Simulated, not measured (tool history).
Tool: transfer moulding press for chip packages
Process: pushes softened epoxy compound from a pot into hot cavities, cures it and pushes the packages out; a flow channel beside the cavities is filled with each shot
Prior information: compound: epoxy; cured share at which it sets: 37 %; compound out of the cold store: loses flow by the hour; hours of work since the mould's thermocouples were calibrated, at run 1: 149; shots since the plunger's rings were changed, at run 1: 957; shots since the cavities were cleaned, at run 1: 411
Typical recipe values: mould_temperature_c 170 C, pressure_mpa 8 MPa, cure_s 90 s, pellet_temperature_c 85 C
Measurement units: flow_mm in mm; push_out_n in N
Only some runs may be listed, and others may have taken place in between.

run   hour  mould_temperature_c  pressure_mpa  cure_s  pellet_temperature_c  hours of work since the mould's thermocouples were calibrated  shots since the plunger's rings were changed  shots since the cavities were cleaned  incoming compound's hours out of the cold store  flow_mm  push_out_n
  1      0                  170             8      90                    85                                                            149                                           957                                    411                                             10.2      704         593
  2    7.7                  170             8      90                    85                                                            153                                          1023                                    477                                             23.1      656         617
  3   16.2                  170          9.63      90                    85                                                            157                                          1097                                    551                                             27.8      706         589
  4   24.3                  166             8      90                    85                                                            160                                          1167                                    621                                             19.5      687         762
  5   33.5                  166             8      87                    85                                                            165                                          1247                                    701                                             31.2      647         805
  6   40.2                  170             8     114                    85                                                            168                                          1304                                    758                                              9.8      693         585
  7   49.7                  170             8     114                    85                                                            172                                          1387                                    841                                             42.1      600         574
  8   58.5                  170             8     114                    85                                                            176                                          1463                                    917                                             40.8      607         594
      62.4  -- cavities cleaned with cleaning compound and waxed
  9   66.9                  170             8     114                    85                                                            179                                          1522                                     38                                             25.1      650         367
 10   77.3                  170             8     114                    85                                                            184                                          1613                                    129                                             46.2      587         411
 11   82.1                  170             8     114                    85                                                            186                                          1654                                    170                                             13.4      686         431
 12   87.2                  170             8     114                    85                                                            189                                          1698                                    214                                               43      599         460
 13   97.7                  170             8     114                    85                                                            194                                          1789                                    305                                             29.6      634         488
 14  102.8                  170             8     114                    85                                                            196                                          1833                                    349                                             30.1      632         499
 15  110.1                  170             8      79                    85                                                            199                                          1896                                    412                                             18.9      660         693
 16  117.8                  170             8      96                    90                                                            203                                          1963                                    479                                             19.7      660         565
 17  126.8                  170          7.48      96                    90                                                            207                                          2041                                    557                                             14.8      646         594

Run 18 comes next. What will it give?
 18  133.6                  170          6.52      84                    94                                                            210                                          2099                                    615                                             34.5        ?           ?

flow_mm: 548 mm
push_out_n: 671 N
Take away the tool's hidden state, keep the run-to-run variation as it was, and the same run would have given flow_mm 572 mm, push_out_n 395 N.
